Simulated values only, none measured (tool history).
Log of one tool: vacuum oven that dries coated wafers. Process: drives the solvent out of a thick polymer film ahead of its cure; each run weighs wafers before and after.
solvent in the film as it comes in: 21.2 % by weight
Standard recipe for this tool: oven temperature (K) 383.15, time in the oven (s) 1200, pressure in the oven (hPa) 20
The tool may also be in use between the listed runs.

{"run": 1, "day": 0.0, "oven temperature (K)": 383.15, "time in the oven (s)": 1200, "pressure in the oven (hPa)": 20, "solvent left in the film (%)": 5.66}
{"run": 2, "day": 1.833, "oven temperature (K)": 383.15, "time in the oven (s)": 1200, "pressure in the oven (hPa)": 33.3, "solvent left in the film (%)": 5.92}
{"run": 3, "day": 4.104, "oven temperature (K)": 383.15, "time in the oven (s)": 1200, "pressure in the oven (hPa)": 33.3, "solvent left in the film (%)": 5.92}
{"run": 4, "day": 5.117, "oven temperature (K)": 383.15, "time in the oven (s)": 1200, "pressure in the oven (hPa)": 20, "solvent left in the film (%)": 5.58}
{"run": 5, "day": 6.771, "oven temperature (K)": 383.15, "time in the oven (s)": 1920, "pressure in the oven (hPa)": 20, "solvent left in the film (%)": 3.05}
{"run": 6, "day": 8.3, "oven temperature (K)": 383.15, "time in the oven (s)": 1200, "pressure in the oven (hPa)": 20, "solvent left in the film (%)": 5.5}
{"run": 7, "day": 9.625, "oven temperature (K)": 383.15, "time in the oven (s)": 1200, "pressure in the oven (hPa)": 41.7, "solvent left in the film (%)": 6.18}
{"run": 8, "day": 10.971, "oven temperature (K)": 383.15, "time in the oven (s)": 1200, "pressure in the oven (hPa)": 41.7, "solvent left in the film (%)": 6.24}
{"run": 9, "day": 12.858, "oven temperature (K)": 383.15, "time in the oven (s)": 1200, "pressure in the oven (hPa)": 41.7, "solvent left in the film (%)": 6.17}
{"run": 10, "day": 14.812, "oven temperature (K)": 385.15, "time in the oven (s)": 1200, "pressure in the oven (hPa)": 20, "solvent left in the film (%)": 4.9}
{"run": 11, "day": 16.2, "oven temperature (K)": 385.15, "time in the oven (s)": 1200, "pressure in the oven (hPa)": 20, "solvent left in the film (%)": 4.93}
{"run": 12, "day": 18.354, "oven temperature (K)": 385.15, "time in the oven (s)": 1200, "pressure in the oven (hPa)": 20, "solvent left in the film (%)": 5.17}
{"run": 13, "day": 20.688, "oven temperature (K)": 383.15, "time in the oven (s)": 1200, "pressure in the oven (hPa)": 20, "solvent left in the film (%)": 5.59}
{"run": 14, "day": 22.608, "oven temperature (K)": 383.15, "time in the oven (s)": 1200, "pressure in the oven (hPa)": 20, "solvent left in the film (%)": 5.68}
{"run": 15, "day": 23.667, "oven temperature (K)": 383.15, "time in the oven (s)": 1200, "pressure in the oven (hPa)": 63, "solvent left in the film (%)": 6.95}
{"run": 16, "day": 25.875, "oven temperature (K)": 383.15, "time in the oven (s)": 1200, "pressure in the oven (hPa)": 63, "solvent left in the film (%)": 6.75}
{"run": 17, "day": 27.842, "oven temperature (K)": 383.15, "time in the oven (s)": 1200, "pressure in the oven (hPa)": 63, "solvent left in the film (%)": 6.86}
{"run": 18, "day": 29.042, "oven temperature (K)": 383.15, "time in the oven (s)": 1200, "pressure in the oven (hPa)": 20, "solvent left in the film (%)": 5.71}
{"run": 19, "day": 31.296, "oven temperature (K)": 383.15, "time in the oven (s)": 1200, "pressure in the oven (hPa)": 20, "solvent left in the film (%)": 5.66}
{"run": 20, "day": 32.475, "oven temperature (K)": 373.15, "time in the oven (s)": 1200, "pressure in the oven (hPa)": 20, "solvent left in the film (%)": 9.02}
{"run": 21, "day": 34.846, "oven temperature (K)": 383.15, "time in the oven (s)": 1200, "pressure in the oven (hPa)": 20, "solvent left in the film (%)": 5.6}
{"run": 22, "day": 36.921, "oven temperature (K)": 383.15, "time in the oven (s)": 1200, "pressure in the oven (hPa)": 20, "solvent left in the film (%)": 5.64}
{"run": 23, "day": 38.2, "oven temperature (K)": 383.15, "time in the oven (s)": 1680, "pressure in the oven (hPa)": 20, "solvent left in the film (%)": 3.87}
{"run": 24, "day": 40.233, "oven temperature (K)": 383.15, "time in the oven (s)": 1680, "pressure in the oven (hPa)": 20, "solvent left in the film (%)": 3.83}
{"run": 25, "day": 42.412, "oven temperature (K)": 381.15, "time in the oven (s)": 1020, "pressure in the oven (hPa)": 27.7, "solvent left in the film (%)": 7.69}
{"run": 26, "day": 44.092, "oven temperature (K)": 381.15, "time in the oven (s)": 1020, "pressure in the oven (hPa)": 27.7, "solvent left in the film (%)": 7.58}
{"run": 27, "day": 45.75, "oven temperature (K)": 374.15, "time in the oven (s)": 600, "pressure in the oven (hPa)": 27.7, "solvent left in the film (%)": 12.69}
{"run": 28, "day": 47.979, "oven temperature (K)": 375.15, "time in the oven (s)": 600, "pressure in the oven (hPa)": 27.7, "solvent left in the film (%)": 12.31}
{"run": 29, "day": 50.175, "oven temperature (K)": 383.15, "time in the oven (s)": 1680, "pressure in the oven (hPa)": 20, "solvent left in the film (%)": 3.97}
{"run": 30, "day": 52.692, "oven temperature (K)": 383.15, "time in the oven (s)": 1080, "pressure in the oven (hPa)": 54.1, "solvent left in the film (%)": 7.47}
{"run": 31, "day": 54.288, "oven temperature (K)": 383.15, "time in the oven (s)": 1080, "pressure in the oven (hPa)": 29.1, "solvent left in the film (%)": 6.78}
{"run": 32, "day": 56.288, "oven temperature (K)": 383.15, "time in the oven (s)": 1080, "pressure in the oven (hPa)": 29.1, "solvent left in the film (%)": 6.58}
{"run": 33, "day": 58.458, "oven temperature (K)": 383.15, "time in the oven (s)": 1080, "pressure in the oven (hPa)": 29.1, "solvent left in the film (%)": 6.64}
{"run": 34, "day": 60.704, "oven temperature (K)": 389.15, "time in the oven (s)": 1200, "pressure in the oven (hPa)": 20, "solvent left in the film (%)": 4.13}
{"run": 35, "day": 62.246, "oven temperature (K)": 379.15, "time in the oven (s)": 1620, "pressure in the oven (hPa)": 20, "solvent left in the film (%)": 5.48}
{"run": 36, "day": 64.733, "oven temperature (K)": 380.15, "time in the oven (s)": 600, "pressure in the oven (hPa)": 41.2, "solvent left in the film (%)": 11.34}
{"run": 37, "day": 66.996, "oven temperature (K)": 385.15, "time in the oven (s)": 1500, "pressure in the oven (hPa)": 26.6, "solvent left in the film (%)": 4.21}
{"run": 38, "day": 68.279, "oven temperature (K)": 395.15, "time in the oven (s)": 2040, "pressure in the oven (hPa)": 19.6, "solvent left in the film (%)": 1.1}
{"run": 39, "day": 69.754, "oven temperature (K)": 370.15, "time in the oven (s)": 1020, "pressure in the oven (hPa)": 19.6, "solvent left in the film (%)": 10.99}
{"run": 40, "day": 71.292, "oven temperature (K)": 370.15, "time in the oven (s)": 1020, "pressure in the oven (hPa)": 19, "solvent left in the film (%)": 11.37}
{"run": 41, "day": 72.917, "oven temperature (K)": 370.15, "time in the oven (s)": 1020, "pressure in the oven (hPa)": 19, "solvent left in the film (%)": 11.06}
{"day": 74.771, "done": "oven's thermocouples calibrated"}
{"run": 42, "day": 75.342, "oven temperature (K)": 370.15, "time in the oven (s)": 1020, "pressure in the oven (hPa)": 19, "solvent left in the film (%)": 10.82}
{"run": 43, "day": 76.654, "oven temperature (K)": 371.15, "time in the oven (s)": 780, "pressure in the oven (hPa)": 20, "solvent left in the film (%)": 11.75}

5 options for the next run, each taken on its own from the tool as it stands now. Forecast them:
{"run": "A", "day": 77.788, "oven temperature (K)": 387.15, "time in the oven (s)": 1740, "pressure in the oven (hPa)": 20, "solvent left in the film (%)": "?"}
{"run": "B", "day": 77.788, "oven temperature (K)": 383.15, "time in the oven (s)": 1080, "pressure in the oven (hPa)": 30.3, "solvent left in the film (%)": "?"}
{"run": "C", "day": 77.788, "oven temperature (K)": 369.15, "time in the oven (s)": 1320, "pressure in the oven (hPa)": 10.4, "solvent left in the film (%)": "?"}
{"run": "D", "day": 77.788, "oven temperature (K)": 394.15, "time in the oven (s)": 900, "pressure in the oven (hPa)": 43.7, "solvent left in the film (%)": "?"}
{"run": "E", "day": 77.788, "oven temperature (K)": 394.15, "time in the oven (s)": 600, "pressure in the oven (hPa)": 20, "solvent left in the film (%)": "?"}

run=A solvent_left_in_the_film_(%)=2.53
run=B solvent_left_in_the_film_(%)=6.36
run=C solvent_left_in_the_film_(%)=9.36
run=D solvent_left_in_the_film_(%)=4.39
run=E solvent_left_in_the_film_(%)=6.15
Take away the tool's hidden state, keep each run's random variation, and the runs would have read:
run=A solvent_left_in_the_film_(%)=2.37
run=B solvent_left_in_the_film_(%)=6.22
run=C solvent_left_in_the_film_(%)=9.17
run=D solvent_left_in_the_film_(%)=4.28
run=E solvent_left_in_the_film_(%)=6.05

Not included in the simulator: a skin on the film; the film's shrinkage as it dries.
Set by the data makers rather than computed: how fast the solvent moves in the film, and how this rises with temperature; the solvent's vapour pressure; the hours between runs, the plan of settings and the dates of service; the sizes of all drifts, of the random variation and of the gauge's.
